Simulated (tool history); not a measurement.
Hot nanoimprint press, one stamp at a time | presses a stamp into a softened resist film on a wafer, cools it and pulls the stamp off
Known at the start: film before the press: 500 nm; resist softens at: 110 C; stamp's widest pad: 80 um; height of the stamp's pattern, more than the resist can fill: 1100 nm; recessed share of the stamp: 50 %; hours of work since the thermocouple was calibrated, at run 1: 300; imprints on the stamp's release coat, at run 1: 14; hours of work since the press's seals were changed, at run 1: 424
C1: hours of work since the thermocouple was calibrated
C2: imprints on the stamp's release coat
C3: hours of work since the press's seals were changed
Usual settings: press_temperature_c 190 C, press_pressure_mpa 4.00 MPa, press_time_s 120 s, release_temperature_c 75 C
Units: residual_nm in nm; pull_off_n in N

{"run": 1, "hour": 0.0, "press_temperature_c": 190, "press_pressure_mpa": 4.0, "press_time_s": 120, "release_temperature_c": 75, "C1": 300, "C2": 14, "C3": 424, "residual_nm": 175.0, "pull_off_n": 125}
{"run": 2, "hour": 58.3, "press_temperature_c": 190, "press_pressure_mpa": 4.0, "press_time_s": 120, "release_temperature_c": 75, "C1": 342, "C2": 343, "C3": 466, "residual_nm": 173.7, "pull_off_n": 135}
{"run": 3, "hour": 121.1, "press_temperature_c": 190, "press_pressure_mpa": 4.0, "press_time_s": 120, "release_temperature_c": 75, "C1": 387, "C2": 698, "C3": 512, "residual_nm": 173.7, "pull_off_n": 146}
{"hour": 144.9, "done": "stamp cleaned and given a new release coat"}
{"hour": 164.6, "done": "press's hydraulic seals changed and the load cell set to zero"}
{"run": 4, "hour": 192.9, "press_temperature_c": 190, "press_pressure_mpa": 4.0, "press_time_s": 120, "release_temperature_c": 75, "C1": 429, "C2": 226, "C3": 20, "residual_nm": 170.5, "pull_off_n": 126}
{"run": 5, "hour": 236.3, "press_temperature_c": 190, "press_pressure_mpa": 4.0, "press_time_s": 120, "release_temperature_c": 75, "C1": 460, "C2": 471, "C3": 52, "residual_nm": 168.0, "pull_off_n": 136}
{"run": 6, "hour": 265.0, "press_temperature_c": 190, "press_pressure_mpa": 4.0, "press_time_s": 120, "release_temperature_c": 70, "C1": 481, "C2": 633, "C3": 72, "residual_nm": 167.8, "pull_off_n": 159}
{"hour": 299.6, "done": "stamp cleaned and given a new release coat"}
{"run": 7, "hour": 331.0, "press_temperature_c": 190, "press_pressure_mpa": 4.0, "press_time_s": 120, "release_temperature_c": 70, "C1": 524, "C2": 177, "C3": 116, "residual_nm": 168.7, "pull_off_n": 136}
{"run": 8, "hour": 391.3, "press_temperature_c": 192, "press_pressure_mpa": 4.0, "press_time_s": 120, "release_temperature_c": 70, "C1": 568, "C2": 517, "C3": 159, "residual_nm": 158.3, "pull_off_n": 152}
{"hour": 424.5, "done": "plate thermocouple calibrated"}
{"run": 9, "hour": 431.7, "press_temperature_c": 192, "press_pressure_mpa": 5.54, "press_time_s": 120, "release_temperature_c": 70, "C1": 5, "C2": 729, "C3": 186, "residual_nm": 139.1, "pull_off_n": 161}
{"hour": 446.8, "done": "stamp cleaned and given a new release coat"}
{"run": 10, "hour": 464.5, "press_temperature_c": 192, "press_pressure_mpa": 5.54, "press_time_s": 120, "release_temperature_c": 70, "C1": 25, "C2": 100, "C3": 205, "residual_nm": 136.4, "pull_off_n": 143}
{"run": 11, "hour": 507.9, "press_temperature_c": 192, "press_pressure_mpa": 5.54, "press_time_s": 120, "release_temperature_c": 70, "C1": 56, "C2": 346, "C3": 237, "residual_nm": 137.4, "pull_off_n": 154}
{"run": 12, "hour": 545.1, "press_temperature_c": 192, "press_pressure_mpa": 5.54, "press_time_s": 120, "release_temperature_c": 70, "C1": 83, "C2": 556, "C3": 263, "residual_nm": 139.8, "pull_off_n": 159}
{"run": 13, "hour": 576.3, "press_temperature_c": 192, "press_pressure_mpa": 5.54, "press_time_s": 120, "release_temperature_c": 70, "C1": 105, "C2": 732, "C3": 286, "residual_nm": 138.0, "pull_off_n": 169}
{"hour": 590.9, "done": "stamp cleaned and given a new release coat"}
{"run": 14, "hour": 626.6, "press_temperature_c": 181, "press_pressure_mpa": 4.0, "press_time_s": 120, "release_temperature_c": 75, "C1": 137, "C2": 201, "C3": 318, "residual_nm": 238.5, "pull_off_n": 137}
{"run": 15, "hour": 657.0, "press_temperature_c": 190, "press_pressure_mpa": 4.0, "press_time_s": 120, "release_temperature_c": 75, "C1": 159, "C2": 373, "C3": 340, "residual_nm": 176.8, "pull_off_n": 139}
{"run": 16, "hour": 716.0, "press_temperature_c": 190, "press_pressure_mpa": 4.0, "press_time_s": 120, "release_temperature_c": 75, "C1": 201, "C2": 707, "C3": 382, "residual_nm": 174.0, "pull_off_n": 144}
{"hour": 736.8, "done": "stamp cleaned and given a new release coat"}
{"run": 17, "hour": 763.6, "press_temperature_c": 190, "press_pressure_mpa": 4.0, "press_time_s": 120, "release_temperature_c": 75, "C1": 231, "C2": 152, "C3": 412, "residual_nm": 173.0, "pull_off_n": 129}
{"run": 18, "hour": 802.6, "press_temperature_c": 196, "press_pressure_mpa": 4.42, "press_time_s": 218, "release_temperature_c": 71, "C1": 260, "C2": 372, "C3": 440, "residual_nm": 108.7, "pull_off_n": 149}
{"run": 19, "hour": 860.7, "press_temperature_c": 190, "press_pressure_mpa": 4.0, "press_time_s": 79, "release_temperature_c": 75, "C1": 301, "C2": 700, "C3": 482, "residual_nm": 202.3, "pull_off_n": 148}
{"hour": 882.6, "done": "stamp cleaned and given a new release coat"}
{"run": 20, "hour": 917.9, "press_temperature_c": 188, "press_pressure_mpa": 4.13, "press_time_s": 173, "release_temperature_c": 61, "C1": 338, "C2": 199, "C3": 519, "residual_nm": 159.1, "pull_off_n": 172}
{"hour": 940.1, "done": "press's hydraulic seals changed and the load cell set to zero"}
{"run": 21, "hour": 986.1, "press_temperature_c": 187, "press_pressure_mpa": 5.88, "press_time_s": 173, "release_temperature_c": 61, "C1": 382, "C2": 540, "C3": 33, "residual_nm": 128.7, "pull_off_n": 182}
{"run": 22, "hour": 1021.4, "press_temperature_c": 194, "press_pressure_mpa": 4.05, "press_time_s": 120, "release_temperature_c": 75, "C1": 407, "C2": 739, "C3": 59, "residual_nm": 145.4, "pull_off_n": 147}
{"hour": 1035.0, "done": "stamp cleaned and given a new release coat"}
{"run": 23, "hour": 1090.1, "press_temperature_c": 194, "press_pressure_mpa": 4.05, "press_time_s": 120, "release_temperature_c": 75, "C1": 452, "C2": 311, "C3": 104, "residual_nm": 146.2, "pull_off_n": 130}
{"run": 24, "hour": 1148.0, "press_temperature_c": 181, "press_pressure_mpa": 4.61, "press_time_s": 185, "release_temperature_c": 68, "C1": 494, "C2": 638, "C3": 145, "residual_nm": 177.6, "pull_off_n": 167}
{"hour": 1180.3, "done": "stamp cleaned and given a new release coat"}
{"run": 25, "hour": 1189.9, "press_temperature_c": 190, "press_pressure_mpa": 3.85, "press_time_s": 114, "release_temperature_c": 67, "C1": 520, "C2": 54, "C3": 171, "residual_nm": 171.1, "pull_off_n": 143}
{"run": 26, "hour": 1226.1, "press_temperature_c": 190, "press_pressure_mpa": 3.85, "press_time_s": 114, "release_temperature_c": 67, "C1": 546, "C2": 259, "C3": 197, "residual_nm": 171.4, "pull_off_n": 149}
{"run": 27, "hour": 1282.0, "press_temperature_c": 190, "press_pressure_mpa": 2.97, "press_time_s": 110, "release_temperature_c": 67, "C1": 586, "C2": 575, "C3": 238, "residual_nm": 201.5, "pull_off_n": 163}
{"hour": 1290.4, "done": "plate thermocouple calibrated"}
{"hour": 1327.4, "done": "stamp cleaned and given a new release coat"}
{"run": 28, "hour": 1341.0, "press_temperature_c": 186, "press_pressure_mpa": 3.23, "press_time_s": 91, "release_temperature_c": 75, "C1": 32, "C2": 77, "C3": 274, "residual_nm": 253.9, "pull_off_n": 130}
{"run": 29, "hour": 1398.6, "press_temperature_c": 190, "press_pressure_mpa": 4.0, "press_time_s": 124, "release_temperature_c": 68, "C1": 74, "C2": 402, "C3": 315, "residual_nm": 174.6, "pull_off_n": 162}

4 ways to go on from here, each from the tool as it stands after run 29. What would each give?
{"run": "A", "hour": 1459.6, "press_temperature_c": 190, "press_pressure_mpa": 2.76, "press_time_s": 60, "release_temperature_c": 68, "C1": 118, "C2": 747, "C3": 359, "residual_nm": "?", "pull_off_n": "?"}
{"run": "B", "hour": 1459.6, "press_temperature_c": 184, "press_pressure_mpa": 4.0, "press_time_s": 119, "release_temperature_c": 75, "C1": 118, "C2": 747, "C3": 359, "residual_nm": "?", "pull_off_n": "?"}
{"run": "C", "hour": 1459.6, "press_temperature_c": 190, "press_pressure_mpa": 4.0, "press_time_s": 84, "release_temperature_c": 77, "C1": 118, "C2": 747, "C3": 359, "residual_nm": "?", "pull_off_n": "?"}
{"run": "D", "hour": 1459.6, "press_temperature_c": 190, "press_pressure_mpa": 4.0, "press_time_s": 120, "release_temperature_c": 70, "C1": 118, "C2": 747, "C3": 359, "residual_nm": "?", "pull_off_n": "?"}

run=A residual_nm=273.1 pull_off_n=171
run=B residual_nm=217.7 pull_off_n=151
run=C residual_nm=201.9 pull_off_n=140
run=D residual_nm=175.7 pull_off_n=166
Without the tool's hidden state the same runs would have given:
run=A residual_nm=273.3 pull_off_n=145
run=B residual_nm=217.2 pull_off_n=128
run=C residual_nm=201.3 pull_off_n=119
run=D residual_nm=175.1 pull_off_n=141
